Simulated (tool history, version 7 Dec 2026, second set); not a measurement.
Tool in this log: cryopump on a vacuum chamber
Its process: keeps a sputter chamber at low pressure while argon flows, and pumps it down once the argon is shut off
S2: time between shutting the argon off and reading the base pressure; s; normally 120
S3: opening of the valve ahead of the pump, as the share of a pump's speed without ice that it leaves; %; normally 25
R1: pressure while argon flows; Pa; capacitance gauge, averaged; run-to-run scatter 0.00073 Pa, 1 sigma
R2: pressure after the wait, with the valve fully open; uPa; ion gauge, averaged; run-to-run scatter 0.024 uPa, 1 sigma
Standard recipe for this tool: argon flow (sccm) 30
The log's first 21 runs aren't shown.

Run 22, day 61.771: usual settings but argon flow (sccm) 36. Result: R1 0.1603 Pa, R2 1.62 uPa.
Run 23, day 65.600: usual settings but argon flow (sccm) 27. Result: R1 0.1203 Pa, R2 1.79 uPa.
Run 24, day 68.738: usual settings but argon flow (sccm) 27. Result: R1 0.1211 Pa, R2 1.74 uPa.
Run 25, day 71.762: usual settings but S3 59 %. Result: R1 0.0600 Pa, R2 1.73 uPa.
Run 26, day 74.704: usual settings but S3 59 %. Result: R1 0.0600 Pa, R2 1.81 uPa.
Run 27, day 76.608: usual settings but argon flow (sccm) 51, S2 132 s, S3 38 %. Result: R1 0.1552 Pa, R2 1.80 uPa.
Run 28, day 80.158: usual settings but argon flow (sccm) 51, S2 132 s, S3 38 %. Result: R1 0.1574 Pa, R2 1.85 uPa.
Run 29, day 82.921: usual settings but argon flow (sccm) 51, S2 132 s, S3 38 %. Result: R1 0.1580 Pa, R2 1.96 uPa.
Run 30, day 85.600: usual settings but argon flow (sccm) 35, S2 257 s, S3 36 %. Result: R1 0.1147 Pa, R2 1.69 uPa.
Run 31, day 88.029: usual settings but S2 280 s, S3 27 %. Result: R1 0.1290 Pa, R2 1.67 uPa.
Run 32, day 90.008: usual settings but S2 67 s. Result: R1 0.1399 Pa, R2 2.61 uPa.
Run 33, day 91.888: usual settings but argon flow (sccm) 24, S2 281 s, S3 37 %. Result: R1 0.0771 Pa, R2 1.78 uPa.

Here are 3 independent what-if runs from the current tool condition. What would each one return?
Run A, day 94.512: usual settings but S2 42 s, S3 16 %. Result: R1 ?, R2 ?.
Run B, day 94.512: usual settings but S3 24 %. Result: R1 ?, R2 ?.
Run C, day 94.512: usual settings but S3 30 %. Result: R1 ?, R2 ?.

run      R1    R2
  A  0.2131  3.47
  B  0.1455  2.23
  C  0.1183  2.20
The same runs, with their run-to-run variation unchanged, on a tool lacking any hidden condition would have given:
run      R1    R2
  A  0.2040  2.07
  B  0.1364  0.84
  C  0.1093  0.82

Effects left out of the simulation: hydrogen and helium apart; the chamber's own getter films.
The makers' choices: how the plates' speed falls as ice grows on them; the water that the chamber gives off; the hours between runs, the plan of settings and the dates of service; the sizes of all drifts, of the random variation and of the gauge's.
